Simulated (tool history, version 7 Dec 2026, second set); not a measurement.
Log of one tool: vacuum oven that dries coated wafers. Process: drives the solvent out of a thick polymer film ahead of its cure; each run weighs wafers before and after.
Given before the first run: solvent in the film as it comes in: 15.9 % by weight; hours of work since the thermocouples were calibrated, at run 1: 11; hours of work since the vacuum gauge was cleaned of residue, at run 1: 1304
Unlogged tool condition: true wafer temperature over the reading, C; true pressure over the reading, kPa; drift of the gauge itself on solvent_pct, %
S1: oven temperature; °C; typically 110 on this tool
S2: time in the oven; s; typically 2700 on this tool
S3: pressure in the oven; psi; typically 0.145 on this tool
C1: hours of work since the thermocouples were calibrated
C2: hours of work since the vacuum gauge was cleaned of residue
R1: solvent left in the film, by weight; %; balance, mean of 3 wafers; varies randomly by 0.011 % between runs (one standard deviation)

| run | hour | S1 | S2 | S3 | C1 | C2 | R1 |
|---|---|---|---|---|---|---|---|
| 1 | 0.0 | 110 | 2700 | 0.145 | 11 | 1304 | 2.60 |
| 2 | 57.8 | 110 | 2700 | 0.145 | 46 | 1339 | 2.61 |
| 3 | 85.3 | 110 | 2700 | 0.145 | 62 | 1355 | 2.61 |
| 4 | 146.0 | 110 | 4020 | 0.145 | 98 | 1391 | 1.34 |
| 5 | 204.0 | 110 | 2700 | 0.145 | 133 | 1426 | 2.59 |
| 6 | 260.5 | 111 | 2760 | 0.090 | 167 | 1460 | 2.21 |

Run 7, settings as shown, results not yet in. Your forecast:
|  | 265.9 | oven's thermocouples calibrated |
| 7 | 298.9 | 111 | 2760 | 0.090 | 20 | 1481 | ? |

For run 7 the tool returned R1 2.24 %.
Take away the tool's hidden state, keep the run-to-run variation as it was, and the same run would have given R1 2.10 %.
